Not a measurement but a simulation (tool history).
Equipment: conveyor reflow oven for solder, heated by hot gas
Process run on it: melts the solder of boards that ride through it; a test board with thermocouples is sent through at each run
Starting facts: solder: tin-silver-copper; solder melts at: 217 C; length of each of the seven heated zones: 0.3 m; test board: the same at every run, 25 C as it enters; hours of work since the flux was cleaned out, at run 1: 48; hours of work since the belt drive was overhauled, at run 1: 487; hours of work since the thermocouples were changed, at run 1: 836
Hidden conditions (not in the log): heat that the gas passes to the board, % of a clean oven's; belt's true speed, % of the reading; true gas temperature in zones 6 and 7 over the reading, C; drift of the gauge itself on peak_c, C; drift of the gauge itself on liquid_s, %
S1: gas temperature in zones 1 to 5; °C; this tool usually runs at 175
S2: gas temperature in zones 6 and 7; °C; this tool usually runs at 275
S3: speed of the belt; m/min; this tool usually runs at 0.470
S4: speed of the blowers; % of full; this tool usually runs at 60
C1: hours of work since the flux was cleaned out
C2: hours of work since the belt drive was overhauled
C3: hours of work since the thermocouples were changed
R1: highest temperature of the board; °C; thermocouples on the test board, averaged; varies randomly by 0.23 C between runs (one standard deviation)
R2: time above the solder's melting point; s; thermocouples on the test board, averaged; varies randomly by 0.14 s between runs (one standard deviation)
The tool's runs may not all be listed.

{"run": 1, "hour": 0.0, "S1": 175, "S2": 275, "S3": 0.47, "S4": 60, "C1": 48, "C2": 487, "C3": 836, "R1": 255.2, "R2": 59.4}
{"run": 2, "hour": 16.9, "S1": 175, "S2": 275, "S3": 0.47, "S4": 60, "C1": 59, "C2": 497, "C3": 846, "R1": 254.9, "R2": 59.3}
{"run": 3, "hour": 32.0, "S1": 175, "S2": 275, "S3": 0.47, "S4": 60, "C1": 68, "C2": 506, "C3": 856, "R1": 254.5, "R2": 59.4}
{"run": 4, "hour": 55.7, "S1": 175, "S2": 275, "S3": 0.47, "S4": 60, "C1": 83, "C2": 521, "C3": 870, "R1": 254.3, "R2": 59.3}
{"run": 5, "hour": 74.7, "S1": 175, "S2": 275, "S3": 0.47, "S4": 60, "C1": 94, "C2": 533, "C3": 882, "R1": 254.2, "R2": 59.2}
{"run": 6, "hour": 92.8, "S1": 175, "S2": 275, "S3": 0.47, "S4": 60, "C1": 105, "C2": 544, "C3": 893, "R1": 254.8, "R2": 59.2}
{"run": 7, "hour": 103.0, "S1": 175, "S2": 275, "S3": 0.47, "S4": 60, "C1": 112, "C2": 550, "C3": 899, "R1": 253.9, "R2": 59.2}
{"run": 8, "hour": 112.5, "S1": 175, "S2": 275, "S3": 0.47, "S4": 60, "C1": 117, "C2": 556, "C3": 905, "R1": 254.0, "R2": 59.1}
{"run": 9, "hour": 130.8, "S1": 175, "S2": 275, "S3": 0.47, "S4": 60, "C1": 129, "C2": 567, "C3": 916, "R1": 254.0, "R2": 58.7}
{"run": 10, "hour": 151.1, "S1": 175, "S2": 275, "S3": 0.47, "S4": 60, "C1": 141, "C2": 579, "C3": 929, "R1": 254.1, "R2": 59.0}
{"run": 11, "hour": 161.0, "S1": 175, "S2": 275, "S3": 0.47, "S4": 63, "C1": 147, "C2": 585, "C3": 935, "R1": 255.2, "R2": 59.7}
{"run": 12, "hour": 184.0, "S1": 175, "S2": 275, "S3": 0.423, "S4": 60, "C1": 161, "C2": 600, "C3": 949, "R1": 257.5, "R2": 68.6}
{"run": 13, "hour": 207.4, "S1": 175, "S2": 275, "S3": 0.423, "S4": 60, "C1": 176, "C2": 614, "C3": 963, "R1": 257.5, "R2": 68.6}
{"run": 14, "hour": 223.1, "S1": 175, "S2": 275, "S3": 0.423, "S4": 60, "C1": 185, "C2": 624, "C3": 973, "R1": 257.1, "R2": 68.5}
{"run": 15, "hour": 241.2, "S1": 185, "S2": 275, "S3": 0.423, "S4": 60, "C1": 196, "C2": 635, "C3": 984, "R1": 258.8, "R2": 73.7}
{"run": 16, "hour": 256.5, "S1": 185, "S2": 275, "S3": 0.423, "S4": 60, "C1": 206, "C2": 644, "C3": 993, "R1": 258.4, "R2": 74.1}
{"hour": 262.9, "done": "flux residue cleaned out of gas plates and filters"}
{"run": 17, "hour": 280.0, "S1": 185, "S2": 275, "S3": 0.423, "S4": 60, "C1": 10, "C2": 655, "C3": 1005, "R1": 258.5, "R2": 73.9}
{"run": 18, "hour": 303.1, "S1": 185, "S2": 275, "S3": 0.423, "S4": 60, "C1": 25, "C2": 670, "C3": 1019, "R1": 258.3, "R2": 73.5}
{"run": 19, "hour": 320.4, "S1": 185, "S2": 275, "S3": 0.423, "S4": 60, "C1": 35, "C2": 680, "C3": 1030, "R1": 258.7, "R2": 73.6}

What does the tool deliver on the next run?
{"run": 20, "hour": 335.1, "S1": 161, "S2": 275, "S3": 0.423, "S4": 60, "C1": 44, "C2": 689, "C3": 1039, "R1": "?", "R2": "?"}

Run 20 yielded R1 254.5 °C, R2 61.0 s.
On a tool with no hidden condition, and with the same random variation, this run would have come out at R1 258.6 °C, R2 63.7 s.
